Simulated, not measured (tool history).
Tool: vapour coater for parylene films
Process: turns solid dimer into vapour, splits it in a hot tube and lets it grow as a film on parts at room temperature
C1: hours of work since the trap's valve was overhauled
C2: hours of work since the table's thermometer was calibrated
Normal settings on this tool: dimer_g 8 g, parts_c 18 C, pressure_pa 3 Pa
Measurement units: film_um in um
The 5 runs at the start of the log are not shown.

run 6 hour=106.5 | dimer_g=8 parts_c=18 pressure_pa=4.91 | C1=197 C2=789 | film_um=6.12
run 7 hour=132.2 | dimer_g=8 parts_c=18 pressure_pa=9.94 | C1=218 C2=810 | film_um=5.3
run 8 hour=150.9 | dimer_g=8 parts_c=18 pressure_pa=4.17 | C1=234 C2=825 | film_um=6.15
run 9 hour=173 | dimer_g=8 parts_c=12 pressure_pa=3 | C1=252 C2=843 | film_um=7.63
run 10 hour=187.2 | dimer_g=8 parts_c=18 pressure_pa=3 | C1=263 C2=855 | film_um=6.45
run 11 hour=209.2 | dimer_g=8 parts_c=19 pressure_pa=3 | C1=281 C2=873 | film_um=6.48
-- hour=215.1 trap's valve overhauled
run 12 hour=243.1 | dimer_g=4 parts_c=18 pressure_pa=3 | C1=23 C2=897 | film_um=3.14
run 13 hour=256.7 | dimer_g=4 parts_c=18 pressure_pa=3 | C1=34 C2=908 | film_um=3.15
-- hour=278.3 trap's valve overhauled, once more
run 14 hour=289.7 | dimer_g=8 parts_c=18 pressure_pa=3 | C1=9 C2=932 | film_um=7.06
run 15 hour=317.5 | dimer_g=8 parts_c=18 pressure_pa=3 | C1=32 C2=955 | film_um=7.01
run 16 hour=347.9 | dimer_g=4 parts_c=13 pressure_pa=3.31 | C1=57 C2=980 | film_um=3.8
run 17 hour=373.8 | dimer_g=6 parts_c=13 pressure_pa=10.24 | C1=78 C2=1001 | film_um=4.64
run 18 hour=396.8 | dimer_g=7 parts_c=18 pressure_pa=3 | C1=97 C2=1020 | film_um=5.99
run 19 hour=420.5 | dimer_g=4 parts_c=16 pressure_pa=3 | C1=116 C2=1039 | film_um=3.6
run 20 hour=444.2 | dimer_g=4 parts_c=29 pressure_pa=3 | C1=136 C2=1058 | film_um=2.65
run 21 hour=473 | dimer_g=3 parts_c=17 pressure_pa=3 | C1=159 C2=1082 | film_um=2.6
run 22 hour=493.8 | dimer_g=3 parts_c=12 pressure_pa=7.12 | C1=176 C2=1099 | film_um=2.4
run 23 hour=510.5 | dimer_g=4 parts_c=23 pressure_pa=7.12 | C1=190 C2=1113 | film_um=2.5
run 24 hour=531.3 | dimer_g=4 parts_c=23 pressure_pa=7.12 | C1=207 C2=1130 | film_um=2.54
run 25 hour=552.4 | dimer_g=4 parts_c=23 pressure_pa=7.12 | C1=224 C2=1147 | film_um=2.58
run 26 hour=570 | dimer_g=4 parts_c=23 pressure_pa=7.12 | C1=239 C2=1161 | film_um=2.51
run 27 hour=596.8 | dimer_g=4 parts_c=17 pressure_pa=7.12 | C1=261 C2=1183 | film_um=2.8
run 28 hour=615.9 | dimer_g=8 parts_c=16 pressure_pa=3 | C1=276 C2=1199 | film_um=6.8
run 29 hour=632.9 | dimer_g=6 parts_c=24 pressure_pa=3.01 | C1=290 C2=1213 | film_um=4.19
-- hour=650.3 trap's valve overhauled
run 30 hour=662.1 | dimer_g=6 parts_c=24 pressure_pa=3.01 | C1=10 C2=1234 | film_um=4.62

Predict each of these 5 candidate next runs independently; none follows another, all start after run 30:
run A hour=679.6 | dimer_g=8 parts_c=21 pressure_pa=3 | C1=24 C2=1248 | film_um=?
run B hour=679.6 | dimer_g=6 parts_c=24 pressure_pa=2.99 | C1=24 C2=1248 | film_um=?
run C hour=679.6 | dimer_g=4 parts_c=18 pressure_pa=2.53 | C1=24 C2=1248 | film_um=?
run D hour=679.6 | dimer_g=8 parts_c=24 pressure_pa=6.18 | C1=24 C2=1248 | film_um=?
run E hour=679.6 | dimer_g=6 parts_c=28 pressure_pa=3.01 | C1=24 C2=1248 | film_um=?

run=A film_um=6.54
run=B film_um=4.59
run=C film_um=3.69
run=D film_um=5.3
run=E film_um=4.17
The same runs, with their run-to-run variation unchanged, on a tool lacking any hidden condition would have given:
run=A film_um=6.52
run=B film_um=4.58
run=C film_um=3.68
run=D film_um=5.29
run=E film_um=4.15
